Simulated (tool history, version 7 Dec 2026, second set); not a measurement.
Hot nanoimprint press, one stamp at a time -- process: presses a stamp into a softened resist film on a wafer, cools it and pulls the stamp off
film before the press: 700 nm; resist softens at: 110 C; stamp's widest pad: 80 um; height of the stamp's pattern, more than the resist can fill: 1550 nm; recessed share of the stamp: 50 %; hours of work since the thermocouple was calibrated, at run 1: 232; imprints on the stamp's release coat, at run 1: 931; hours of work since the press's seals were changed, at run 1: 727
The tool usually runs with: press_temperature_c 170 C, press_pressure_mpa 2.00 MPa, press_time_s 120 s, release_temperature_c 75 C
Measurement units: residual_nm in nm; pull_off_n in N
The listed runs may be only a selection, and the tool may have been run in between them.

run    hour  press_temperature_c  press_pressure_mpa  press_time_s  release_temperature_c  hours of work since the thermocouple was calibrated  imprints on the stamp's release coat  hours of work since the press's seals were changed  residual_nm  pull_off_n
  1     0.0                  170                2.00           120                     75                                                  232                                   931                                                 727        382.4         135
  2    82.3                  170                2.00           120                     75                                                  297                                  1346                                                 793        386.9         145
      147.2  -- plate thermocouple calibrated
  3   156.2                  178                2.00           120                     75                                                    7                                  1702                                                 849        247.7         147
  4   222.9                  178                2.00           120                     74                                                   60                                  2038                                                 902        249.2         150
      283.4  -- stamp cleaned and given a new release coat
  5   305.9                  170                2.00           216                     75                                                  121                                   114                                                 963        331.4         128
      364.1  -- press's hydraulic seals changed and the load cell set to zero
  6   371.0                  170                2.00           120                     75                                                  166                                   401                                                   5        391.7         133
  7   436.2                  170                2.00           139                     75                                                  218                                   729                                                  57        377.0         127
  8   500.1                  170                2.00           139                     75                                                  269                                  1051                                                 108        378.4         140
  9   538.9                  170                2.00            98                     75                                                  299                                  1246                                                 139        424.2         138
      549.3  -- plate thermocouple calibrated, once more
 10   593.4                  170                2.00            98                     75                                                   35                                  1506                                                 179        397.1         140
 11   683.2                  170                2.00            98                     75                                                  106                                  1958                                                 251        402.3         145
 12   726.1                  170                2.00           120                     75                                                  140                                  2174                                                 285        381.3         146
      759.7  -- stamp cleaned and given a new release coat
 13   794.4                  170                2.00           120                     75                                                  190                                   175                                                 334        374.7         128
 14   865.5                  170                2.00           120                     82                                                  246                                   532                                                 390        385.5         120
 15   906.0                  170                2.00           120                     75                                                  278                                   736                                                 422        385.2         133
 16   965.5                  170                1.21           120                     74                                                  325                                  1036                                                 470        471.3         137
      987.3  -- plate thermocouple calibrated
 17  1034.4                  174                2.00           120                     82                                                   37                                  1368                                                 522        298.9         129
 18  1083.3                  164                2.00           226                     82                                                   76                                  1614                                                 561        434.4         131
 19  1144.8                  176                2.00           163                     75                                                  125                                  1923                                                 609        238.4         141
 20  1207.4                  176                1.25           163                     75                                                  175                                  2239                                                 659        304.6         150
     1231.5  -- stamp cleaned and given a new release coat
 21  1295.4                  170                2.00           129                     75                                                  240                                   321                                                 724        377.1         130
 22  1345.6                  175                2.00           129                     63                                                  279                                   574                                                 764        282.7         137
 23  1396.2                  170                2.00           183                     75                                                  320                                   829                                                 804        341.1         138
     1426.9  -- plate thermocouple calibrated
 24  1485.8                  170                2.00           183                     75                                                   47                                  1265                                                 873        324.2         140
 25  1537.5                  170                2.00           183                     75                                                   88                                  1525                                                 914        328.0         142
 26  1584.4                  181                2.00           230                     75                                                  125                                  1761                                                 951        153.7         147
 27  1623.2                  166                2.00           142                     73                                                  156                                  1956                                                 982        452.9         142
     1652.9  -- press's hydraulic seals changed and the load cell set to zero
 28  1675.1                  166                2.00           142                     73                                                  190                                  2177                                                  18        440.0         148
     1710.1  -- stamp cleaned and given a new release coat
 29  1734.0                  166                2.00           142                     73                                                  232                                   120                                                  59        442.3         130
 30  1785.1                  170                2.00            68                     81                                                  273                                   378                                                 100        449.9         122

Alternative continuations, all from the tool just after run 30; predict every row:
  A  1862.2                  172                2.00           120                     75                                                  334                                   766                                                 161            ?           ?
  B  1862.2                  169                2.00           120                     70                                                  334                                   766                                                 161            ?           ?
  C  1862.2                  162                2.15           235                     75                                                  334                                   766                                                 161            ?           ?

run  residual_nm  pull_off_n
  A        341.7         134
  B        400.0         139
  C        469.2         132
Stripped of hidden state, with their random variation kept, the same runs would have yielded:
run  residual_nm  pull_off_n
  A        329.6         125
  B        386.7         130
  C        454.5         124
